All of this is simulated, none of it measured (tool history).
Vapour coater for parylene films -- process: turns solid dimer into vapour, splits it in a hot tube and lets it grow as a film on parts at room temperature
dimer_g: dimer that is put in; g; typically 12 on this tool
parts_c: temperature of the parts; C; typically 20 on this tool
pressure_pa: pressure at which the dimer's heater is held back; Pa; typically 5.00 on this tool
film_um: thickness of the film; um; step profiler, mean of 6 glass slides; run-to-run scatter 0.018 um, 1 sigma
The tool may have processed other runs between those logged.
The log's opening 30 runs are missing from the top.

run 31 hour=540.3 | dimer_g=17 parts_c=20 pressure_pa=3.87 | film_um=2.90
run 32 hour=559.6 | dimer_g=16 parts_c=19 pressure_pa=3.87 | film_um=2.77
run 33 hour=573.6 | dimer_g=8 parts_c=31 pressure_pa=2.23 | film_um=0.93
run 34 hour=589.2 | dimer_g=8 parts_c=31 pressure_pa=2.23 | film_um=0.96
run 35 hour=606.3 | dimer_g=8 parts_c=31 pressure_pa=2.23 | film_um=0.94
run 36 hour=619.4 | dimer_g=12 parts_c=20 pressure_pa=9.68 | film_um=1.81
run 37 hour=636.4 | dimer_g=6 parts_c=16 pressure_pa=8.33 | film_um=1.09
run 38 hour=647.8 | dimer_g=7 parts_c=23 pressure_pa=2.34 | film_um=1.12
run 39 hour=661.2 | dimer_g=6 parts_c=20 pressure_pa=10.16 | film_um=0.90
run 40 hour=676.7 | dimer_g=6 parts_c=20 pressure_pa=10.16 | film_um=0.89
run 41 hour=690.8 | dimer_g=21 parts_c=18 pressure_pa=8.32 | film_um=3.52
run 42 hour=714.6 | dimer_g=21 parts_c=18 pressure_pa=8.32 | film_um=3.48
run 43 hour=735.1 | dimer_g=5 parts_c=13 pressure_pa=11.35 | film_um=0.97
run 44 hour=758.8 | dimer_g=12 parts_c=30 pressure_pa=5.00 | film_um=1.32
run 45 hour=781.4 | dimer_g=12 parts_c=30 pressure_pa=5.00 | film_um=1.32

Alternative continuations, all from the tool just after run 45; predict every row:
run A hour=805.3 | dimer_g=18 parts_c=20 pressure_pa=5.00 | film_um=?
run B hour=805.3 | dimer_g=14 parts_c=30 pressure_pa=5.00 | film_um=?
run C hour=805.3 | dimer_g=5 parts_c=15 pressure_pa=7.23 | film_um=?

run=A film_um=2.94
run=B film_um=1.54
run=C film_um=0.93
Take away the tool's hidden state, keep each run's random variation, and the runs would have read:
run=A film_um=3.06
run=B film_um=1.60
run=C film_um=0.97
